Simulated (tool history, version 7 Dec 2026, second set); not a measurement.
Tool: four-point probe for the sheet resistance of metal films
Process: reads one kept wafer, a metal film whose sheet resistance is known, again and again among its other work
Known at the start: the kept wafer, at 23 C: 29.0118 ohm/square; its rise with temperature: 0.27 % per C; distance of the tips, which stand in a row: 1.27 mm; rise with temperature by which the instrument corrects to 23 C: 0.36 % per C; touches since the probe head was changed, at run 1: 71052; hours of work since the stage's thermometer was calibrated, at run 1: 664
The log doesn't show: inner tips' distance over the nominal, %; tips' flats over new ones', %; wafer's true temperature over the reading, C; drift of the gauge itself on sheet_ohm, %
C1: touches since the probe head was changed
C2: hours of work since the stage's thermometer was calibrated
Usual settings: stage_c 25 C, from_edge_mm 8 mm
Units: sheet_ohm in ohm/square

run 1 hour=0.0 | stage_c=25 from_edge_mm=8 | C1=71052 C2=664 | sheet_ohm=29.305220
run 2 hour=58.2 | stage_c=25 from_edge_mm=8 | C1=72384 C2=708 | sheet_ohm=29.299321
run 3 hour=103.8 | stage_c=25 from_edge_mm=8 | C1=73427 C2=743 | sheet_ohm=29.306618
run 4 hour=146.2 | stage_c=25 from_edge_mm=8 | C1=74398 C2=775 | sheet_ohm=29.295122
run 5 hour=181.3 | stage_c=25 from_edge_mm=8 | C1=75201 C2=802 | sheet_ohm=29.283947
run 6 hour=259.2 | stage_c=25 from_edge_mm=8 | C1=76982 C2=861 | sheet_ohm=29.293551
run 7 hour=331.4 | stage_c=25 from_edge_mm=8 | C1=78635 C2=916 | sheet_ohm=29.280361
run 8 hour=379.5 | stage_c=25 from_edge_mm=8 | C1=79735 C2=953 | sheet_ohm=29.275657
run 9 hour=430.4 | stage_c=25 from_edge_mm=8 | C1=80900 C2=992 | sheet_ohm=29.282497
run 10 hour=489.9 | stage_c=25 from_edge_mm=8 | C1=82261 C2=1037 | sheet_ohm=29.280532
run 11 hour=570.7 | stage_c=23 from_edge_mm=3 | C1=84110 C2=1098 | sheet_ohm=31.456288
run 12 hour=634.2 | stage_c=20 from_edge_mm=3 | C1=85563 C2=1147 | sheet_ohm=31.548282
run 13 hour=709.0 | stage_c=19 from_edge_mm=52 | C1=87275 C2=1204 | sheet_ohm=29.047377
run 14 hour=768.1 | stage_c=26 from_edge_mm=3 | C1=88628 C2=1249 | sheet_ohm=31.363522
run 15 hour=807.9 | stage_c=26 from_edge_mm=3 | C1=89539 C2=1279 | sheet_ohm=31.359678
run 16 hour=845.9 | stage_c=31 from_edge_mm=8 | C1=90408 C2=1308 | sheet_ohm=29.088630
run 17 hour=882.3 | stage_c=30 from_edge_mm=68 | C1=91240 C2=1335 | sheet_ohm=28.741090
run 18 hour=963.3 | stage_c=26 from_edge_mm=20 | C1=93093 C2=1397 | sheet_ohm=28.891844
run 19 hour=1026.4 | stage_c=26 from_edge_mm=20 | C1=94538 C2=1445 | sheet_ohm=28.883053

5 ways to go on from here, each from the tool as it stands after run 19. What would each give?
-- hour=1068.7 new probe head fitted
run A hour=1097.5 | stage_c=25 from_edge_mm=4 | C1=659 C2=1498 | sheet_ohm=?
-- hour=1068.7 new probe head fitted
run B hour=1097.5 | stage_c=28 from_edge_mm=31 | C1=659 C2=1498 | sheet_ohm=?
-- hour=1068.7 new probe head fitted
run C hour=1097.5 | stage_c=30 from_edge_mm=4 | C1=659 C2=1498 | sheet_ohm=?
-- hour=1068.7 new probe head fitted
run D hour=1097.5 | stage_c=26 from_edge_mm=4 | C1=659 C2=1498 | sheet_ohm=?
-- hour=1068.7 new probe head fitted
run E hour=1097.5 | stage_c=20 from_edge_mm=73 | C1=659 C2=1498 | sheet_ohm=?

run=A sheet_ohm=30.436653
run=B sheet_ohm=28.896503
run=C sheet_ohm=30.302410
run=D sheet_ohm=30.416371
run=E sheet_ohm=29.101320
Without the tool's hidden state the same runs would have given:
run=A sheet_ohm=30.442585
run=B sheet_ohm=28.902556
run=C sheet_ohm=30.308772
run=D sheet_ohm=30.422392
run=E sheet_ohm=29.106706
